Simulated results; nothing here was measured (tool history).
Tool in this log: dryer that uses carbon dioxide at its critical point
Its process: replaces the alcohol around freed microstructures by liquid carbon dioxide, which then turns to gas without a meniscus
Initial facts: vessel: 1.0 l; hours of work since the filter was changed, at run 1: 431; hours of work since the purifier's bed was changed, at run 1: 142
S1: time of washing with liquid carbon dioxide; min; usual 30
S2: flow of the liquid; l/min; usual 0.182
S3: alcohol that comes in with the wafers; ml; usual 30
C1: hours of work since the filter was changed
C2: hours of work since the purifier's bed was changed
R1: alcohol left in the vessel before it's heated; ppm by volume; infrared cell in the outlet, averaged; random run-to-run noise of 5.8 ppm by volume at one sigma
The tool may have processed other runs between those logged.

run 1 hour=0.0 | S1=30 S2=0.182 S3=30 | C1=431 C2=142 | R1=310
run 2 hour=18.4 | S1=30 S2=0.157 S3=30 | C1=437 C2=148 | R1=534
run 3 hour=30.6 | S1=30 S2=0.157 S3=30 | C1=441 C2=152 | R1=545
run 4 hour=44.9 | S1=19 S2=0.182 S3=30 | C1=446 C2=156 | R1=1557
run 5 hour=65.7 | S1=19 S2=0.111 S3=30 | C1=453 C2=163 | R1=4699
run 6 hour=84.9 | S1=39 S2=0.111 S3=30 | C1=459 C2=169 | R1=728
run 7 hour=95.0 | S1=30 S2=0.124 S3=30 | C1=462 C2=173 | R1=1224
run 8 hour=114.4 | S1=30 S2=0.182 S3=30 | C1=469 C2=179 | R1=337
run 9 hour=124.8 | S1=30 S2=0.182 S3=30 | C1=472 C2=182 | R1=324
run 10 hour=134.1 | S1=30 S2=0.182 S3=68 | C1=475 C2=185 | R1=690
run 11 hour=152.0 | S1=30 S2=0.120 S3=30 | C1=481 C2=191 | R1=1327
-- hour=159.5 inlet filter changed
run 12 hour=169.6 | S1=30 S2=0.120 S3=30 | C1=3 C2=197 | R1=1092
run 13 hour=184.3 | S1=30 S2=0.120 S3=103 | C1=8 C2=201 | R1=3549
run 14 hour=193.3 | S1=30 S2=0.182 S3=30 | C1=11 C2=204 | R1=247
run 15 hour=210.5 | S1=19 S2=0.182 S3=30 | C1=17 C2=210 | R1=1291
run 16 hour=230.9 | S1=38 S2=0.182 S3=30 | C1=23 C2=217 | R1=109
run 17 hour=244.5 | S1=24 S2=0.182 S3=30 | C1=28 C2=221 | R1=597
run 18 hour=256.5 | S1=24 S2=0.136 S3=30 | C1=32 C2=225 | R1=1473
run 19 hour=267.0 | S1=27 S2=0.182 S3=30 | C1=35 C2=228 | R1=387
run 20 hour=287.7 | S1=30 S2=0.182 S3=30 | C1=42 C2=235 | R1=278
run 21 hour=302.5 | S1=30 S2=0.182 S3=30 | C1=47 C2=240 | R1=276
run 22 hour=313.4 | S1=30 S2=0.182 S3=30 | C1=50 C2=244 | R1=275
run 23 hour=329.9 | S1=20 S2=0.182 S3=30 | C1=55 C2=249 | R1=1132
run 24 hour=343.3 | S1=29 S2=0.168 S3=71 | C1=60 C2=253 | R1=871
run 25 hour=363.6 | S1=29 S2=0.168 S3=71 | C1=66 C2=260 | R1=888
run 26 hour=376.6 | S1=29 S2=0.168 S3=71 | C1=71 C2=264 | R1=908
run 27 hour=392.0 | S1=29 S2=0.142 S3=71 | C1=76 C2=269 | R1=1658
run 28 hour=406.4 | S1=29 S2=0.142 S3=71 | C1=80 C2=274 | R1=1683
run 29 hour=417.2 | S1=19 S2=0.281 S3=117 | C1=84 C2=277 | R1=1065
run 30 hour=433.7 | S1=21 S2=0.278 S3=66 | C1=89 C2=283 | R1=442
run 31 hour=454.3 | S1=21 S2=0.290 S3=66 | C1=96 C2=289 | R1=366
run 32 hour=463.1 | S1=21 S2=0.290 S3=66 | C1=99 C2=292 | R1=387
run 33 hour=472.7 | S1=21 S2=0.290 S3=66 | C1=102 C2=295 | R1=373
run 34 hour=491.5 | S1=42 S2=0.133 S3=32 | C1=108 C2=301 | R1=271
run 35 hour=506.5 | S1=30 S2=0.112 S3=30 | C1=113 C2=306 | R1=1412
run 36 hour=528.0 | S1=30 S2=0.127 S3=30 | C1=120 C2=313 | R1=983
run 37 hour=541.5 | S1=24 S2=0.239 S3=30 | C1=124 C2=318 | R1=268
run 38 hour=552.6 | S1=24 S2=0.166 S3=30 | C1=128 C2=321 | R1=879
run 39 hour=574.1 | S1=28 S2=0.113 S3=30 | C1=135 C2=328 | R1=1658
run 40 hour=594.1 | S1=30 S2=0.110 S3=53 | C1=141 C2=335 | R1=2663
run 41 hour=611.7 | S1=30 S2=0.150 S3=20 | C1=147 C2=341 | R1=425
run 42 hour=621.0 | S1=28 S2=0.182 S3=30 | C1=150 C2=344 | R1=395
run 43 hour=638.8 | S1=28 S2=0.182 S3=30 | C1=156 C2=349 | R1=398
run 44 hour=658.6 | S1=30 S2=0.182 S3=39 | C1=162 C2=356 | R1=370
run 45 hour=677.6 | S1=36 S2=0.182 S3=30 | C1=169 C2=362 | R1=176
run 46 hour=697.1 | S1=36 S2=0.182 S3=30 | C1=175 C2=368 | R1=180

Below are 4 alternative next runs, each starting from the tool's condition after run 46. Predict each:
run A hour=717.7 | S1=30 S2=0.182 S3=65 | C1=182 C2=375 | R1=?
run B hour=717.7 | S1=23 S2=0.182 S3=30 | C1=182 C2=375 | R1=?
run C hour=717.7 | S1=35 S2=0.120 S3=35 | C1=182 C2=375 | R1=?
run D hour=717.7 | S1=23 S2=0.168 S3=70 | C1=182 C2=375 | R1=?

run=A R1=601
run=B R1=791
run=C R1=859
run=D R1=2254
Stripped of hidden state, with their random variation kept, the same runs would have yielded:
run=A R1=442
run=B R1=629
run=C R1=688
run=D R1=1963
